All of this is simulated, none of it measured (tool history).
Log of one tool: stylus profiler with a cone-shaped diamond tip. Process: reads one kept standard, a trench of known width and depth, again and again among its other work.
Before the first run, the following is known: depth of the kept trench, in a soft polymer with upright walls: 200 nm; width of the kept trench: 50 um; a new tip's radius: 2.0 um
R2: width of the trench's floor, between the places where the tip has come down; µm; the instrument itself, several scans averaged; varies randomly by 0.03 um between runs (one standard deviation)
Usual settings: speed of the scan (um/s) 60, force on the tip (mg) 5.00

run 1 hour=0.0 | speed_of_the_scan_(um/s)=60 force_on_the_tip_(mg)=5.00 | depth_of_the_trench_(nm)=204.41 R2=47.88
run 2 hour=18.5 | speed_of_the_scan_(um/s)=60 force_on_the_tip_(mg)=13.84 | depth_of_the_trench_(nm)=208.69 R2=47.99
run 3 hour=42.0 | speed_of_the_scan_(um/s)=60 force_on_the_tip_(mg)=13.84 | depth_of_the_trench_(nm)=208.57 R2=47.95
run 4 hour=75.7 | speed_of_the_scan_(um/s)=60 force_on_the_tip_(mg)=13.84 | depth_of_the_trench_(nm)=208.59 R2=48.00
run 5 hour=94.9 | speed_of_the_scan_(um/s)=60 force_on_the_tip_(mg)=13.84 | depth_of_the_trench_(nm)=208.74 R2=47.94
run 6 hour=117.7 | speed_of_the_scan_(um/s)=60 force_on_the_tip_(mg)=13.84 | depth_of_the_trench_(nm)=208.64 R2=47.97
run 7 hour=154.4 | speed_of_the_scan_(um/s)=60 force_on_the_tip_(mg)=13.84 | depth_of_the_trench_(nm)=208.63 R2=47.92
run 8 hour=180.4 | speed_of_the_scan_(um/s)=60 force_on_the_tip_(mg)=13.84 | depth_of_the_trench_(nm)=208.74 R2=47.93
run 9 hour=216.8 | speed_of_the_scan_(um/s)=60 force_on_the_tip_(mg)=13.84 | depth_of_the_trench_(nm)=208.87 R2=47.93
run 10 hour=244.5 | speed_of_the_scan_(um/s)=60 force_on_the_tip_(mg)=13.35 | depth_of_the_trench_(nm)=208.39 R2=47.92
run 11 hour=269.9 | speed_of_the_scan_(um/s)=48 force_on_the_tip_(mg)=13.35 | depth_of_the_trench_(nm)=208.69 R2=47.93
run 12 hour=297.5 | speed_of_the_scan_(um/s)=60 force_on_the_tip_(mg)=5.00 | depth_of_the_trench_(nm)=204.57 R2=47.84
run 13 hour=327.3 | speed_of_the_scan_(um/s)=60 force_on_the_tip_(mg)=5.00 | depth_of_the_trench_(nm)=204.65 R2=47.78
run 14 hour=348.5 | speed_of_the_scan_(um/s)=60 force_on_the_tip_(mg)=5.00 | depth_of_the_trench_(nm)=204.59 R2=47.84
run 15 hour=365.0 | speed_of_the_scan_(um/s)=60 force_on_the_tip_(mg)=5.00 | depth_of_the_trench_(nm)=204.64 R2=47.85
run 16 hour=380.9 | speed_of_the_scan_(um/s)=60 force_on_the_tip_(mg)=5.00 | depth_of_the_trench_(nm)=204.72 R2=47.85
run 17 hour=417.5 | speed_of_the_scan_(um/s)=60 force_on_the_tip_(mg)=5.00 | depth_of_the_trench_(nm)=204.70 R2=47.85
run 18 hour=446.5 | speed_of_the_scan_(um/s)=60 force_on_the_tip_(mg)=5.00 | depth_of_the_trench_(nm)=204.73 R2=47.78
run 19 hour=482.3 | speed_of_the_scan_(um/s)=36 force_on_the_tip_(mg)=5.00 | depth_of_the_trench_(nm)=204.71 R2=47.86
run 20 hour=498.2 | speed_of_the_scan_(um/s)=36 force_on_the_tip_(mg)=5.00 | depth_of_the_trench_(nm)=204.83 R2=47.85
run 21 hour=523.2 | speed_of_the_scan_(um/s)=36 force_on_the_tip_(mg)=5.00 | depth_of_the_trench_(nm)=204.74 R2=47.82
run 22 hour=548.8 | speed_of_the_scan_(um/s)=36 force_on_the_tip_(mg)=5.00 | depth_of_the_trench_(nm)=204.62 R2=47.87
run 23 hour=580.7 | speed_of_the_scan_(um/s)=60 force_on_the_tip_(mg)=5.00 | depth_of_the_trench_(nm)=204.78 R2=47.79
run 24 hour=603.6 | speed_of_the_scan_(um/s)=60 force_on_the_tip_(mg)=5.00 | depth_of_the_trench_(nm)=204.86 R2=47.74
run 25 hour=635.7 | speed_of_the_scan_(um/s)=43 force_on_the_tip_(mg)=4.76 | depth_of_the_trench_(nm)=204.85 R2=47.88
run 26 hour=667.2 | speed_of_the_scan_(um/s)=15 force_on_the_tip_(mg)=5.00 | depth_of_the_trench_(nm)=204.83 R2=47.92
run 27 hour=684.0 | speed_of_the_scan_(um/s)=22 force_on_the_tip_(mg)=13.97 | depth_of_the_trench_(nm)=208.93 R2=47.91
run 28 hour=705.3 | speed_of_the_scan_(um/s)=37 force_on_the_tip_(mg)=7.23 | depth_of_the_trench_(nm)=205.96 R2=47.86
run 29 hour=741.1 | speed_of_the_scan_(um/s)=136 force_on_the_tip_(mg)=4.95 | depth_of_the_trench_(nm)=204.76 R2=47.42
run 30 hour=778.8 | speed_of_the_scan_(um/s)=136 force_on_the_tip_(mg)=10.92 | depth_of_the_trench_(nm)=207.73 R2=47.62
run 31 hour=801.3 | speed_of_the_scan_(um/s)=70 force_on_the_tip_(mg)=14.43 | depth_of_the_trench_(nm)=209.12 R2=47.83
run 32 hour=818.6 | speed_of_the_scan_(um/s)=146 force_on_the_tip_(mg)=6.22 | depth_of_the_trench_(nm)=205.46 R2=47.53
run 33 hour=834.5 | speed_of_the_scan_(um/s)=25 force_on_the_tip_(mg)=5.54 | depth_of_the_trench_(nm)=205.13 R2=47.83
run 34 hour=863.7 | speed_of_the_scan_(um/s)=104 force_on_the_tip_(mg)=3.87 | depth_of_the_trench_(nm)=204.26 R2=47.49
run 35 hour=879.6 | speed_of_the_scan_(um/s)=104 force_on_the_tip_(mg)=3.87 | depth_of_the_trench_(nm)=204.25 R2=47.53
run 36 hour=914.4 | speed_of_the_scan_(um/s)=227 force_on_the_tip_(mg)=5.00 | depth_of_the_trench_(nm)=204.99 R2=47.07
run 37 hour=952.0 | speed_of_the_scan_(um/s)=21 force_on_the_tip_(mg)=5.86 | depth_of_the_trench_(nm)=205.38 R2=47.90
run 38 hour=977.9 | speed_of_the_scan_(um/s)=21 force_on_the_tip_(mg)=5.86 | depth_of_the_trench_(nm)=205.46 R2=47.85
run 39 hour=997.5 | speed_of_the_scan_(um/s)=54 force_on_the_tip_(mg)=13.69 | depth_of_the_trench_(nm)=208.92 R2=47.85
run 40 hour=1018.3 | speed_of_the_scan_(um/s)=28 force_on_the_tip_(mg)=10.02 | depth_of_the_trench_(nm)=207.50 R2=47.81
run 41 hour=1040.3 | speed_of_the_scan_(um/s)=23 force_on_the_tip_(mg)=2.69 | depth_of_the_trench_(nm)=203.54 R2=47.76
run 42 hour=1069.2 | speed_of_the_scan_(um/s)=231 force_on_the_tip_(mg)=14.41 | depth_of_the_trench_(nm)=209.22 R2=47.39
run 43 hour=1102.8 | speed_of_the_scan_(um/s)=69 force_on_the_tip_(mg)=4.55 | depth_of_the_trench_(nm)=204.72 R2=47.65
run 44 hour=1120.4 | speed_of_the_scan_(um/s)=29 force_on_the_tip_(mg)=7.15 | depth_of_the_trench_(nm)=206.03 R2=47.82
run 45 hour=1141.6 | speed_of_the_scan_(um/s)=29 force_on_the_tip_(mg)=7.15 | depth_of_the_trench_(nm)=205.89 R2=47.90
run 46 hour=1160.2 | speed_of_the_scan_(um/s)=29 force_on_the_tip_(mg)=14.26 | depth_of_the_trench_(nm)=209.20 R2=47.84

5 options for the next run, each taken on its own from the tool as it stands now. Forecast them:
run A hour=1194.0 | speed_of_the_scan_(um/s)=57 force_on_the_tip_(mg)=5.00 | depth_of_the_trench_(nm)=? R2=?
run B hour=1194.0 | speed_of_the_scan_(um/s)=30 force_on_the_tip_(mg)=4.19 | depth_of_the_trench_(nm)=? R2=?
run C hour=1194.0 | speed_of_the_scan_(um/s)=23 force_on_the_tip_(mg)=1.90 | depth_of_the_trench_(nm)=? R2=?
run D hour=1194.0 | speed_of_the_scan_(um/s)=115 force_on_the_tip_(mg)=14.26 | depth_of_the_trench_(nm)=? R2=?
run E hour=1194.0 | speed_of_the_scan_(um/s)=35 force_on_the_tip_(mg)=2.05 | depth_of_the_trench_(nm)=? R2=?

run=A depth_of_the_trench_(nm)=205.07 R2=47.73
run=B depth_of_the_trench_(nm)=204.61 R2=47.76
run=C depth_of_the_trench_(nm)=202.89 R2=47.77
run=D depth_of_the_trench_(nm)=209.29 R2=47.54
run=E depth_of_the_trench_(nm)=203.17 R2=47.70
Stripped of hidden state, with their random variation kept, the same runs would have yielded:
run=A depth_of_the_trench_(nm)=204.23 R2=48.09
run=B depth_of_the_trench_(nm)=203.78 R2=48.13
run=C depth_of_the_trench_(nm)=202.06 R2=48.13
run=D depth_of_the_trench_(nm)=208.43 R2=47.91
run=E depth_of_the_trench_(nm)=202.34 R2=48.06
